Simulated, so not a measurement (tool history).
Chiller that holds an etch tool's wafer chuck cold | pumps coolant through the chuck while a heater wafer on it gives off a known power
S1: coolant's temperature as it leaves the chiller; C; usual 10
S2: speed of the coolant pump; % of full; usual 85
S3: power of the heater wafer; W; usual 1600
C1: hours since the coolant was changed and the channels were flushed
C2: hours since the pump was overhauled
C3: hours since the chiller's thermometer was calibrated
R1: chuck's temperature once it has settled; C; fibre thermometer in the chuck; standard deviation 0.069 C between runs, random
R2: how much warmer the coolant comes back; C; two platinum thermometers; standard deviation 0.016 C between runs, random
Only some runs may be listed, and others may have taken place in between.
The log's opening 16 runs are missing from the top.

| run | day | S1 | S2 | S3 | C1 | C2 | C3 | R1 | R2 |
|---|---|---|---|---|---|---|---|---|---|
| 17 | 91.392 | 10 | 64 | 1713 | 2127 | 5161 | 229 | 22.57 | 6.24 |
| 18 | 98.838 | 10 | 97 | 1600 | 2306 | 5339 | 408 | 18.51 | 3.78 |
| 19 | 103.779 | 18 | 66 | 1029 | 2425 | 5458 | 526 | 25.2 | 3.6 |
| 20 | 111.992 | 18 | 66 | 1029 | 2622 | 5655 | 724 | 25.24 | 3.61 |
| 21 | 118.779 | 18 | 66 | 1029 | 2785 | 5818 | 887 | 25.05 | 3.64 |
| 22 | 122.942 | 18 | 66 | 1029 | 2885 | 5918 | 986 | 25.11 | 3.62 |
| 23 | 129.546 | 18 | 66 | 1029 | 3043 | 6076 | 1145 | 25.13 | 3.64 |
|  | 130.746 | gauge calibrated |
| 24 | 136.312 | 18 | 66 | 1125 | 3205 | 6239 | 1307 | 26.2 | 3.97 |
|  | 141.796 | coolant pump overhauled |
| 25 | 144.204 | 2 | 78 | 995 | 3390 | 58 | 1492 | 8.44 | 2.94 |
| 26 | 150.4 | 0 | 89 | 1823 | 3539 | 207 | 1640 | 10.83 | 4.68 |
| 27 | 158.633 | 1 | 72 | 1823 | 3736 | 404 | 1838 | 13.5 | 5.87 |
| 28 | 162.179 | 1 | 72 | 1823 | 3821 | 489 | 1923 | 13.44 | 5.87 |
| 29 | 168.196 | 0 | 85 | 1713 | 3966 | 634 | 2068 | 10.23 | 4.65 |
| 30 | 175.267 | 0 | 85 | 1713 | 4135 | 803 | 2237 | 10.17 | 4.62 |
| 31 | 182.8 | 8 | 85 | 1094 | 4316 | 984 | 2418 | 14.47 | 2.95 |

3 options for the next run, each taken on its own from the tool as it stands now. Forecast them:
| A | 187.825 | 18 | 85 | 2097 | 4437 | 1105 | 2539 | ? | ? |
| B | 187.825 | 12 | 94 | 2289 | 4437 | 1105 | 2539 | ? | ? |
| C | 187.825 | 6 | 82 | 1094 | 4437 | 1105 | 2539 | ? | ? |

| run | R1 | R2 |
|---|---|---|
| A | 30.66 | 5.68 |
| B | 24.86 | 5.59 |
| C | 12.66 | 3.06 |
The same runs, with their run-to-run variation unchanged, on a tool lacking any hidden condition would have given:
| run | R1 | R2 |
|---|---|---|
| A | 30.82 | 5.68 |
| B | 25.02 | 5.59 |
| C | 12.83 | 3.06 |
